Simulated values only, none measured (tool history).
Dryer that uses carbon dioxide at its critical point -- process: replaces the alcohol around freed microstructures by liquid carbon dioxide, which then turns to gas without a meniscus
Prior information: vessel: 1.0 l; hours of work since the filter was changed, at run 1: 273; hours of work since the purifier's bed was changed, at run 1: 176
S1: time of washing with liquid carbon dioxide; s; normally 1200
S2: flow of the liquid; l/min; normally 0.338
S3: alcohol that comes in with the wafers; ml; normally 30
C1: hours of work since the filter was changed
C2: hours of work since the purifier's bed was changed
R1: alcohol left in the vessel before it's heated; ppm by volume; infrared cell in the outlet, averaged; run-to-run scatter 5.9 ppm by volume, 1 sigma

{"run": 1, "day": 0.0, "S1": 1200, "S2": 0.338, "S3": 30, "C1": 273, "C2": 176, "R1": 389}
{"run": 2, "day": 0.879, "S1": 1200, "S2": 0.308, "S3": 30, "C1": 283, "C2": 186, "R1": 563}
{"run": 3, "day": 1.767, "S1": 1200, "S2": 0.308, "S3": 30, "C1": 293, "C2": 196, "R1": 564}
{"run": 4, "day": 3.846, "S1": 1200, "S2": 0.338, "S3": 30, "C1": 317, "C2": 220, "R1": 442}
{"run": 5, "day": 5.358, "S1": 1200, "S2": 0.42, "S3": 30, "C1": 334, "C2": 237, "R1": 208}
{"run": 6, "day": 6.788, "S1": 1140, "S2": 0.42, "S3": 30, "C1": 350, "C2": 253, "R1": 272}
{"day": 7.521, "done": "inlet filter changed"}
{"run": 7, "day": 8.762, "S1": 1140, "S2": 0.42, "S3": 82, "C1": 14, "C2": 275, "R1": 332}
{"run": 8, "day": 10.817, "S1": 1140, "S2": 0.42, "S3": 82, "C1": 37, "C2": 299, "R1": 353}
{"run": 9, "day": 12.658, "S1": 1140, "S2": 0.42, "S3": 82, "C1": 58, "C2": 320, "R1": 372}
{"run": 10, "day": 14.338, "S1": 1140, "S2": 0.232, "S3": 82, "C1": 77, "C2": 339, "R1": 3371}
{"run": 11, "day": 15.908, "S1": 1200, "S2": 0.338, "S3": 30, "C1": 95, "C2": 356, "R1": 356}
{"run": 12, "day": 16.971, "S1": 1200, "S2": 0.338, "S3": 97, "C1": 107, "C2": 368, "R1": 909}
{"run": 13, "day": 17.904, "S1": 1200, "S2": 0.338, "S3": 58, "C1": 118, "C2": 379, "R1": 605}
{"run": 14, "day": 19.429, "S1": 1200, "S2": 0.338, "S3": 30, "C1": 135, "C2": 396, "R1": 399}
{"run": 15, "day": 20.783, "S1": 1200, "S2": 0.338, "S3": 30, "C1": 151, "C2": 412, "R1": 406}
{"run": 16, "day": 22.221, "S1": 1200, "S2": 0.338, "S3": 30, "C1": 167, "C2": 428, "R1": 420}
{"run": 17, "day": 24.108, "S1": 1740, "S2": 0.338, "S3": 30, "C1": 188, "C2": 450, "R1": 191}
{"run": 18, "day": 25.75, "S1": 1740, "S2": 0.338, "S3": 30, "C1": 207, "C2": 468, "R1": 194}
{"run": 19, "day": 27.354, "S1": 1200, "S2": 0.338, "S3": 30, "C1": 225, "C2": 486, "R1": 473}
{"run": 20, "day": 29.233, "S1": 1500, "S2": 0.338, "S3": 30, "C1": 247, "C2": 508, "R1": 264}
{"run": 21, "day": 30.883, "S1": 1500, "S2": 0.338, "S3": 30, "C1": 265, "C2": 526, "R1": 285}
{"run": 22, "day": 32.1, "S1": 1440, "S2": 0.235, "S3": 30, "C1": 279, "C2": 540, "R1": 909}
{"run": 23, "day": 34.029, "S1": 1440, "S2": 0.235, "S3": 28, "C1": 301, "C2": 562, "R1": 875}
{"run": 24, "day": 35.071, "S1": 1200, "S2": 0.338, "S3": 31, "C1": 313, "C2": 574, "R1": 560}
{"run": 25, "day": 36.088, "S1": 840, "S2": 0.557, "S3": 84, "C1": 324, "C2": 586, "R1": 804}
{"run": 26, "day": 36.967, "S1": 840, "S2": 0.557, "S3": 84, "C1": 334, "C2": 596, "R1": 808}
{"run": 27, "day": 37.833, "S1": 1200, "S2": 0.237, "S3": 54, "C1": 344, "C2": 605, "R1": 2657}
{"day": 39.117, "done": "inlet filter changed"}
{"run": 28, "day": 39.271, "S1": 1200, "S2": 0.454, "S3": 22, "C1": 2, "C2": 621, "R1": 246}
{"run": 29, "day": 40.988, "S1": 1800, "S2": 0.283, "S3": 22, "C1": 21, "C2": 641, "R1": 250}
{"run": 30, "day": 42.117, "S1": 1080, "S2": 0.426, "S3": 84, "C1": 34, "C2": 654, "R1": 541}
{"run": 31, "day": 44.238, "S1": 1920, "S2": 0.426, "S3": 37, "C1": 58, "C2": 678, "R1": 226}
{"run": 32, "day": 45.346, "S1": 1200, "S2": 0.338, "S3": 35, "C1": 71, "C2": 690, "R1": 488}
{"run": 33, "day": 46.662, "S1": 1440, "S2": 0.462, "S3": 42, "C1": 86, "C2": 705, "R1": 242}
{"run": 34, "day": 47.917, "S1": 1440, "S2": 0.462, "S3": 42, "C1": 100, "C2": 719, "R1": 247}
{"run": 35, "day": 49.212, "S1": 1440, "S2": 0.462, "S3": 42, "C1": 115, "C2": 734, "R1": 249}
{"run": 36, "day": 51.342, "S1": 1440, "S2": 0.462, "S3": 42, "C1": 139, "C2": 758, "R1": 267}
{"day": 52.367, "done": "purifier's bed changed"}
{"run": 37, "day": 52.975, "S1": 1440, "S2": 0.462, "S3": 42, "C1": 156, "C2": 7, "R1": 16}
{"run": 38, "day": 54.617, "S1": 1200, "S2": 0.338, "S3": 93, "C1": 175, "C2": 26, "R1": 874}
{"run": 39, "day": 56.362, "S1": 1200, "S2": 0.338, "S3": 93, "C1": 194, "C2": 45, "R1": 942}
{"run": 40, "day": 58.383, "S1": 780, "S2": 0.338, "S3": 93, "C1": 217, "C2": 68, "R1": 4765}
{"run": 41, "day": 59.688, "S1": 1080, "S2": 0.257, "S3": 30, "C1": 232, "C2": 83, "R1": 1337}
{"run": 42, "day": 61.233, "S1": 1020, "S2": 0.474, "S3": 30, "C1": 250, "C2": 101, "R1": 187}

Alternative continuations, all from the tool just after run 42; predict every row:
{"run": "A", "day": 62.479, "S1": 1380, "S2": 0.419, "S3": 101, "C1": 264, "C2": 115, "R1": "?"}
{"run": "B", "day": 62.479, "S1": 1020, "S2": 0.282, "S3": 75, "C1": 264, "C2": 115, "R1": "?"}
{"run": "C", "day": 62.479, "S1": 1020, "S2": 0.474, "S3": 30, "C1": 264, "C2": 115, "R1": "?"}

run=A R1=210
run=B R1=3065
run=C R1=204
With no hidden state in the tool, these same runs would have given:
run=A R1=86
run=B R1=2103
run=C R1=98
